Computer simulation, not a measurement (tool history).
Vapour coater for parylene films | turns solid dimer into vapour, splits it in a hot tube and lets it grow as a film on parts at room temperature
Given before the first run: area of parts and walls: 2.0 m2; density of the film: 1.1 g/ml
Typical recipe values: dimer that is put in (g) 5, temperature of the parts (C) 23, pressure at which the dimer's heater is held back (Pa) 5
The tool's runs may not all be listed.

| run | hour | dimer that is put in (g) | temperature of the parts (C) | pressure at which the dimer's heater is held back (Pa) | thickness of the film (nm) |
|---|---|---|---|---|---|
| 1 | 0 | 5 | 23 | 5 | 1420 |
| 2 | 29.8 | 6 | 23 | 5 | 1680 |
| 3 | 47.8 | 6 | 23 | 5 | 1690 |
| 4 | 75.6 | 5 | 23 | 6.02 | 1370 |
| 5 | 101.1 | 5 | 23 | 5 | 1410 |
|  | 104 | table's thermometer calibrated |
| 6 | 127.7 | 5 | 23 | 5 | 1400 |
|  | 164.1 | table's thermometer calibrated, once more |
| 7 | 167.9 | 5 | 23 | 5 | 1420 |
| 8 | 208.1 | 5 | 16 | 5 | 1930 |

The next listed run, before its measurement:
| 9 | 229.1 | 5 | 16 | 5 | ? |

{"run 9": {"thickness of the film (nm)": 1910}}
The same run, on a tool lacking any hidden state, would have yielded thickness of the film (nm) 1960.

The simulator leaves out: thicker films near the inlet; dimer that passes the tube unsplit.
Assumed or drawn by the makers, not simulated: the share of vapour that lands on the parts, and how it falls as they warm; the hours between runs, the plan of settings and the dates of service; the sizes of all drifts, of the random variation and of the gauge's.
